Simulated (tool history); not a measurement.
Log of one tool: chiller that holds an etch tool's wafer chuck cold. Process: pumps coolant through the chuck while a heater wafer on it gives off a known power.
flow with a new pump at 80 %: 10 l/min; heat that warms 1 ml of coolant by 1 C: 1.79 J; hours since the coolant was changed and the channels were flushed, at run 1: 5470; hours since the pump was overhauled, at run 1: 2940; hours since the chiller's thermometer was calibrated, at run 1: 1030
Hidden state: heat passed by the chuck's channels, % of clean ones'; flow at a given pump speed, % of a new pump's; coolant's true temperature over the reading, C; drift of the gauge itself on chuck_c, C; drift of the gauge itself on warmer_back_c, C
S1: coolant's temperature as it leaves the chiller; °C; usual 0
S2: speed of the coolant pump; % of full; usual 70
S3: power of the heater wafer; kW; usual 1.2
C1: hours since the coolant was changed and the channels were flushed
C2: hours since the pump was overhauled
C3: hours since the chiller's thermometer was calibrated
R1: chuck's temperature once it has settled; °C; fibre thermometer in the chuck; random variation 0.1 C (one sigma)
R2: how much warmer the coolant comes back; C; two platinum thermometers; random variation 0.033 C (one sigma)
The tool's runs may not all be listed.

run    hour  S1  S2     S3    C1    C2    C3    R1    R2
  1       0   0  70    1.2  5470  2940  1030  17.3  4.87
  2    52.4   0  70  0.682  5523  2992  1083   9.8   2.7
  3     130   0  70   1.56  5600  3070  1160  22.8   6.4
  4   165.1   0  70   1.56  5635  3105  1195  22.6  6.35
  5   231.1   0  67   1.56  5701  3171  1261  23.7  6.64
  6   308.5   0  67   1.56  5779  3248  1339  23.8   6.7
  7   343.1   0  67   1.56  5813  3283  1373  23.8   6.7
  8   421.2   0  70    1.2  5892  3361  1452  17.8  4.96
  9   476.4   0  70    1.2  5947  3416  1507  17.6   4.9
 10   526.7   0  70    1.2  5997  3466  1557  17.9  4.93
 11   593.2   0  70    1.2  6064  3533  1624  17.9  4.98
 12   648.3   0  70    1.2  6119  3588  1679  17.9   4.9
 13     707   7  70    1.2  6177  3647  1737  24.9  5.01
 14   745.8   7  70    1.2  6216  3685  1776  24.9  4.96
 15   813.7   7  70    1.2  6284  3753  1844  24.9  4.89
 16   872.9   0  70    1.2  6343  3813  1903  17.9  4.95
 17   916.6   2  70  0.968  6387  3856  1947  16.6  4.01
 18   965.2   5  97  0.628  6436  3905  1996    12  1.83
 19  1011.3  -8  83  1.034  6482  3951  2042   5.4  3.58
 20  1086.9   8  72    1.2  6557  4027  2117  25.6   4.9
 21  1128.9  -9  70  1.105  6599  4069  2159   7.8  4.61
     1151.8  -- chiller's thermometer calibrated
 22  1168.9   9  70    1.2  6638  4108    17  27.4  5.04
 23  1224.7  -4  61    1.2  6694  4163    73  16.9  5.78
 24  1282.7   0  87   0.74  6752  4221   131   9.6  2.43
 25    1325   0  87   0.74  6794  4264   173   9.4  2.47
 26  1400.4   0  87   0.74  6870  4339   249   9.6  2.43
 27  1480.3   0  87   0.74  6950  4419   328   9.4   2.5
 28  1523.4  -4  64  0.607  6993  4462   372   6.3  2.81
 29  1581.9   0  71  1.197  7051  4521   430  18.3  4.93
 30    1638   0  71  1.197  7107  4577   486  18.4  4.94
 31  1708.3  -6  71  1.045  7178  4647   556  10.1  4.32

Hidden state or all else? Some run-to-run changes of R1, split into what the settings, what came in and random variation would give without the hidden state, and what is left for the hidden state (with any gauge scatter that isn't in both results):
Run 2 -> 3: S3 0.682 -> 1.56. R1 +13 °C: hidden state +2.4, all else +10.6.
Run 19 -> 20: S1 -8 -> 8, S2 83 -> 72, S3 1.034 -> 1.2. R1 +20.2 °C: hidden state +0.9, all else +19.3.
Run 20 -> 21: S1 8 -> -9, S2 72 -> 70, S3 1.2 -> 1.105. R1 -17.8 °C: hidden state -0.1, all else -17.7.
Run 21 -> 22: S1 -9 -> 9, S3 1.105 -> 1.2, chiller's thermometer calibrated. R1 +19.6 °C: hidden state +0.6, all else +19.
Run 23 -> 24: S1 -4 -> 0, S2 61 -> 87, S3 1.2 -> 0.74. R1 -7.3 °C: hidden state -2.3, all else -5.
Run 28 -> 29: S1 -4 -> 0, S2 64 -> 71, S3 0.607 -> 1.197. R1 +12 °C: hidden state +1.9, all else +10.1.

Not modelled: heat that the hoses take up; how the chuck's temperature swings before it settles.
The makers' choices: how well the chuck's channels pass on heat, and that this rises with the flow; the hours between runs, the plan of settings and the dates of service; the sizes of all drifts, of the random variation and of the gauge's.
